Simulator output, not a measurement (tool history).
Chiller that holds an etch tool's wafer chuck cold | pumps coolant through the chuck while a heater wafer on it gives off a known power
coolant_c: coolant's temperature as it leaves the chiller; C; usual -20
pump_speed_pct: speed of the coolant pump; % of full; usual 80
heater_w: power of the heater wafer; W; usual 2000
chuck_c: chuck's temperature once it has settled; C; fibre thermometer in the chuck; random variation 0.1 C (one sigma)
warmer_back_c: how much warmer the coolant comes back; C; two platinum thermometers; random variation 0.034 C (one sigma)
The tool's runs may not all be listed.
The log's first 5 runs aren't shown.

run	hour	coolant_c	pump_speed_pct	heater_w	hours since the coolant was changed and the channels were flushed	hours since the pump was overhauled	hours since the chiller's thermometer was calibrated	chuck_c	warmer_back_c
6	120.6	-20	80	2000	1840	870	3519	-4.9	5.35
7	141.3	-28	80	2000	1861	891	3540	-12.9	5.29
8	168.3	-28	80	2000	1888	918	3567	-12.9	5.35
9	189.3	-28	80	2000	1909	939	3588	-12.9	5.36
10	214.5	-28	80	2000	1934	964	3613	-12.8	5.32
11	231.3	-22	80	2000	1951	981	3630	-6.7	5.32
12	248.8	-20	76	2000	1969	998	3647	-4.3	5.65
13	271.8	-16	80	2000	1992	1021	3670	-0.9	5.35
# hour 287.9: chiller's thermometer calibrated
14	291.3	-16	80	2000	2010	1040	3	-0.5	5.36
15	309.0	-20	80	2000	2028	1057	21	-4.7	5.38
16	322.0	-26	80	1460	2041	1070	34	-14.8	3.92
17	345.2	-22	80	1279	2064	1093	57	-12.3	3.42
18	371.4	-20	92	2521	2090	1120	84	-2.6	5.83
19	386.0	-20	92	2521	2105	1134	98	-2.6	5.89
20	408.1	-29	61	2845	2127	1156	120	-2.4	10.08
21	422.3	-14	76	1086	2141	1171	134	-5.2	3.05
22	449.5	-16	97	2899	2168	1198	162	3.4	6.40
23	468.4	-21	66	2000	2187	1217	181	-3.3	6.54
24	487.3	-12	74	2993	2206	1236	199	12.6	8.64
25	512.3	-18	70	2082	2231	1261	224	-0.2	6.39
26	527.0	-18	70	2082	2246	1275	239	-0.2	6.37
27	555.9	-18	70	2082	2275	1304	268	-0.5	6.38
28	582.4	-21	73	1077	2301	1331	295	-12.0	3.20
29	604.5	-21	73	1077	2323	1353	317	-12.1	3.23
30	631.3	-21	73	1077	2350	1380	343	-12.0	3.13

4 ways to go on from here, each from the tool as it stands after run 30. What would each give?
A	653.6	-21	80	2137	2372	1402	366	?	?
B	653.6	-17	69	1077	2372	1402	366	?	?
C	653.6	-19	63	1097	2372	1402	366	?	?
D	653.6	-20	80	1478	2372	1402	366	?	?

run	chuck_c	warmer_back_c
A	-4.5	5.73
B	-7.7	3.34
C	-8.7	3.70
D	-8.5	3.96
Without the tool's hidden state the same runs would have given:
run	chuck_c	warmer_back_c
A	-5.1	5.69
B	-8.0	3.32
C	-9.1	3.68
D	-8.9	3.93

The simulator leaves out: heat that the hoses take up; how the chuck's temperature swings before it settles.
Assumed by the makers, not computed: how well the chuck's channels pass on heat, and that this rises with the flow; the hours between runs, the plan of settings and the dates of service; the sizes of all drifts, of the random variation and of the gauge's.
